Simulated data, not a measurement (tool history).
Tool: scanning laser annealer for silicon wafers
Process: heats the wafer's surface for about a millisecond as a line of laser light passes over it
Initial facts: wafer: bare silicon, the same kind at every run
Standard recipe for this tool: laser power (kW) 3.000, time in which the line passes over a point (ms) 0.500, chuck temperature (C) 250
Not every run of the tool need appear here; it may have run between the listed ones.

| run | hour | laser power (kW) | time in which the line passes over a point (ms) | chuck temperature (C) | highest temperature of the surface (C) |
|---|---|---|---|---|---|
| 1 | 0.0 | 3.000 | 0.500 | 250 | 1051 |
| 2 | 40.3 | 3.000 | 0.500 | 250 | 1053 |
| 3 | 66.6 | 3.000 | 0.496 | 250 | 1051 |
| 4 | 111.2 | 3.251 | 0.500 | 250 | 1120 |
| 5 | 130.3 | 3.251 | 0.500 | 250 | 1125 |
| 6 | 155.2 | 3.251 | 0.500 | 250 | 1120 |
| 7 | 201.8 | 3.251 | 0.500 | 250 | 1126 |
| 8 | 234.1 | 3.000 | 0.500 | 282 | 1081 |
| 9 | 268.0 | 2.860 | 0.500 | 282 | 1040 |
| 10 | 306.1 | 2.860 | 0.500 | 282 | 1036 |
| 11 | 337.7 | 2.860 | 0.500 | 282 | 1034 |
| 12 | 379.5 | 3.000 | 0.473 | 250 | 1021 |
| 13 | 412.5 | 3.000 | 0.473 | 250 | 1023 |
| 14 | 441.9 | 3.000 | 0.473 | 250 | 1020 |
| 15 | 474.8 | 3.000 | 0.473 | 250 | 1019 |
| 16 | 497.9 | 3.000 | 0.473 | 250 | 1019 |
| 17 | 536.1 | 3.000 | 0.500 | 241 | 1028 |
| 18 | 581.4 | 3.000 | 0.500 | 241 | 1027 |
|  | 586.9 | laser's power meter calibrated |
|  | 617.8 | window over the wafer cleaned |
| 19 | 621.3 | 3.000 | 0.363 | 250 | 962 |
| 20 | 646.5 | 3.000 | 0.484 | 250 | 1062 |
| 21 | 691.2 | 3.000 | 0.484 | 250 | 1061 |
| 22 | 710.7 | 2.683 | 0.383 | 226 | 870 |
|  | 748.7 | laser's power meter calibrated, once more |
| 23 | 749.8 | 3.175 | 0.500 | 223 | 1100 |
| 24 | 794.1 | 3.000 | 0.500 | 218 | 1045 |
| 25 | 835.6 | 3.000 | 0.500 | 218 | 1044 |
| 26 | 883.1 | 3.000 | 0.500 | 216 | 1038 |
| 27 | 920.1 | 3.000 | 0.500 | 216 | 1039 |
| 28 | 956.6 | 2.577 | 0.500 | 219 | 914 |
| 29 | 995.5 | 2.954 | 0.616 | 211 | 1096 |
| 30 | 1029.5 | 3.055 | 0.500 | 247 | 1083 |
| 31 | 1074.6 | 3.055 | 0.500 | 247 | 1080 |
| 32 | 1119.9 | 3.055 | 0.368 | 262 | 986 |
| 33 | 1155.1 | 3.055 | 0.607 | 233 | 1142 |
| 34 | 1182.9 | 3.055 | 0.607 | 233 | 1140 |
| 35 | 1211.1 | 2.588 | 0.481 | 233 | 913 |
| 36 | 1234.4 | 2.772 | 0.438 | 250 | 951 |
| 37 | 1256.5 | 3.000 | 0.399 | 286 | 1020 |
| 38 | 1280.9 | 2.861 | 0.593 | 268 | 1103 |
| 39 | 1307.6 | 2.861 | 0.462 | 268 | 1012 |
| 40 | 1326.9 | 3.066 | 0.462 | 271 | 1068 |
| 41 | 1348.1 | 3.066 | 0.395 | 219 | 963 |

Some steps in highest temperature of the surface (C) between neighbouring runs. How much of each would the tool show without its hidden state too (settings, what came in, random variation), and how much is left for the hidden state, with any gauge scatter that isn't in both results?
Hidden conditions of the tool in this case: light that passes the window, % of a clean one's; laser's true power over the reading, %; width of the line over the set one, %; drift of the gauge itself on peak_c, C.
Run 18 -> 19: time in which the line passes over a point (ms) 0.500 -> 0.363, chuck temperature (C) 241 -> 250, laser's power meter calibrated, window over the wafer cleaned. highest temperature of the surface (C) -65: hidden state +39, all else -104.
Run 21 -> 22: laser power (kW) 3.000 -> 2.683, time in which the line passes over a point (ms) 0.484 -> 0.383, chuck temperature (C) 250 -> 226. highest temperature of the surface (C) -191: hidden state +4, all else -195.
Run 22 -> 23: laser power (kW) 2.683 -> 3.175, time in which the line passes over a point (ms) 0.383 -> 0.500, chuck temperature (C) 226 -> 223, laser's power meter calibrated, once more. highest temperature of the surface (C) +230: hidden state +1, all else +229.
Run 32 -> 33: time in which the line passes over a point (ms) 0.368 -> 0.607, chuck temperature (C) 262 -> 233. highest temperature of the surface (C) +156: hidden state -7, all else +163.
Run 34 -> 35: laser power (kW) 3.055 -> 2.588, time in which the line passes over a point (ms) 0.607 -> 0.481. highest temperature of the surface (C) -227: hidden state +7, all else -234.

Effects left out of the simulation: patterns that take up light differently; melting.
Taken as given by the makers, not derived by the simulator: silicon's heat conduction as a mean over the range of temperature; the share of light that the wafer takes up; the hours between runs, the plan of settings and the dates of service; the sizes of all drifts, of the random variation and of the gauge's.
